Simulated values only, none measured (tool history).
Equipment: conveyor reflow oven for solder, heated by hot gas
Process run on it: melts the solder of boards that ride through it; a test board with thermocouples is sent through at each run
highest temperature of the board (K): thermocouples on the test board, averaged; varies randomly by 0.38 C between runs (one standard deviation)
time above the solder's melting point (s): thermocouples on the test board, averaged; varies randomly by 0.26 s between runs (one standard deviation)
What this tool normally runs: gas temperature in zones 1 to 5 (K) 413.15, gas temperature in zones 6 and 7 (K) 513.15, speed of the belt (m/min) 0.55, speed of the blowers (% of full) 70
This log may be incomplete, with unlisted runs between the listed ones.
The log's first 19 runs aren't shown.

run     day  gas temperature in zones 1 to 5 (K)  gas temperature in zones 6 and 7 (K)  speed of the belt (m/min)  speed of the blowers (% of full)  highest temperature of the board (K)  time above the solder's melting point (s)
 20   9.867                               413.15                                526.15                       0.55                                58                                503.95                                       76.5
 21  10.246                               412.15                                513.15                      0.622                                54                                486.45                                       53.5
 22  10.646                               403.15                                513.15                       0.55                                70                                492.55                                       64.5
 23  11.408                               413.15                                502.15                      0.508                                71                                486.85                                       69.4
 24  11.854                               413.15                                502.15                      0.508                                71                                486.15                                       69.5
 25  12.388                               413.15                                512.15                      0.649                                71                                487.65                                       53.6
 26  12.979                               416.15                                509.15                      0.649                                71                                485.05                                       52.6
 27  13.621                               416.15                                509.15                      0.454                                71                                496.05                                       89.2
 28  13.942                               413.15                                513.15                      0.591                                88                                493.35                                       64.9
 29  14.546                               399.15                                501.15                      0.636                                53                                471.25                                       30.5
 30  15.079                               399.15                                501.15                      0.636                                53                                471.75                                       30.6
 31  15.575                               403.15                                507.15                      0.443                                65                                491.35                                         82

Consider 4 possible next runs. They are alternatives, not a sequence: every one starts from the tool as it was left by run 31. What does each give?
  A  16.075                               403.15                                506.15                      0.443                                72                                     ?                                          ?
  B  16.075                               403.15                                513.15                       0.55                                70                                     ?                                          ?
  C  16.075                               403.15                                528.15                      0.443                                60                                     ?                                          ?
  D  16.075                               413.15                                513.15                      0.594                                70                                     ?                                          ?

run  highest temperature of the board (K)  time above the solder's melting point (s)
  A                                491.85                                       82.1
  B                                491.85                                       64.3
  C                                510.85                                       96.8
  D                                491.05                                       61.6
Take away the tool's hidden state, keep each run's random variation, and the runs would have read:
run  highest temperature of the board (K)  time above the solder's melting point (s)
  A                                496.85                                       86.4
  B                                497.25                                       68.5
  C                                515.95                                         99
  D                                496.35                                       65.5

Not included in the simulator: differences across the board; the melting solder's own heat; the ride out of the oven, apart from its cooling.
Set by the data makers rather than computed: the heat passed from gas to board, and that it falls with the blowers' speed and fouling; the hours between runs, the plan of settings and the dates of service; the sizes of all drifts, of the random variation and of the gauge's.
